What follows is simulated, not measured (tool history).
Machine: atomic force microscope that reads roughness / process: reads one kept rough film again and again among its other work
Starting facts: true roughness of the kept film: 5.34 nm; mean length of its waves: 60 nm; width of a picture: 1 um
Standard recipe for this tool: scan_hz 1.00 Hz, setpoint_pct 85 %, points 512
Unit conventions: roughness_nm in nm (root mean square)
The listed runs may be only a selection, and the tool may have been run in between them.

{"run": 1, "hour": 0.0, "scan_hz": 1.0, "setpoint_pct": 85, "points": 512, "roughness_nm": 4.197}
{"run": 2, "hour": 14.3, "scan_hz": 1.0, "setpoint_pct": 85, "points": 512, "roughness_nm": 4.066}
{"hour": 16.4, "done": "new tip fitted"}
{"run": 3, "hour": 34.2, "scan_hz": 1.0, "setpoint_pct": 85, "points": 512, "roughness_nm": 4.321}
{"run": 4, "hour": 44.5, "scan_hz": 1.0, "setpoint_pct": 85, "points": 512, "roughness_nm": 4.186}
{"run": 5, "hour": 58.3, "scan_hz": 1.0, "setpoint_pct": 85, "points": 512, "roughness_nm": 4.096}
{"hour": 61.0, "done": "new tip fitted"}
{"run": 6, "hour": 70.5, "scan_hz": 1.0, "setpoint_pct": 85, "points": 512, "roughness_nm": 4.399}
{"run": 7, "hour": 87.6, "scan_hz": 1.0, "setpoint_pct": 85, "points": 512, "roughness_nm": 4.232}
{"run": 8, "hour": 104.2, "scan_hz": 1.0, "setpoint_pct": 85, "points": 512, "roughness_nm": 4.06}
{"hour": 106.2, "done": "new tip fitted"}
{"run": 9, "hour": 114.4, "scan_hz": 1.26, "setpoint_pct": 85, "points": 512, "roughness_nm": 4.31}
{"run": 10, "hour": 130.2, "scan_hz": 1.26, "setpoint_pct": 85, "points": 512, "roughness_nm": 4.095}
{"run": 11, "hour": 142.5, "scan_hz": 1.26, "setpoint_pct": 85, "points": 512, "roughness_nm": 3.925}
{"hour": 151.5, "done": "new tip fitted"}
{"run": 12, "hour": 153.0, "scan_hz": 1.26, "setpoint_pct": 85, "points": 512, "roughness_nm": 4.363}
{"run": 13, "hour": 166.7, "scan_hz": 3.06, "setpoint_pct": 85, "points": 327, "roughness_nm": 3.463}
{"run": 14, "hour": 182.6, "scan_hz": 3.06, "setpoint_pct": 85, "points": 327, "roughness_nm": 3.334}
{"hour": 195.9, "done": "new tip fitted"}
{"run": 15, "hour": 197.2, "scan_hz": 2.78, "setpoint_pct": 86, "points": 327, "roughness_nm": 3.666}
{"run": 16, "hour": 214.6, "scan_hz": 1.42, "setpoint_pct": 62, "points": 347, "roughness_nm": 4.655}

Expected results for the next run?
{"run": 17, "hour": 230.9, "scan_hz": 3.67, "setpoint_pct": 85, "points": 682, "roughness_nm": "?"}

{"run 17": {"roughness_nm": 3.153}}
On a tool with no hidden condition, and with the same random variation, this run would have come out at roughness_nm 3.426 nm (root mean square).
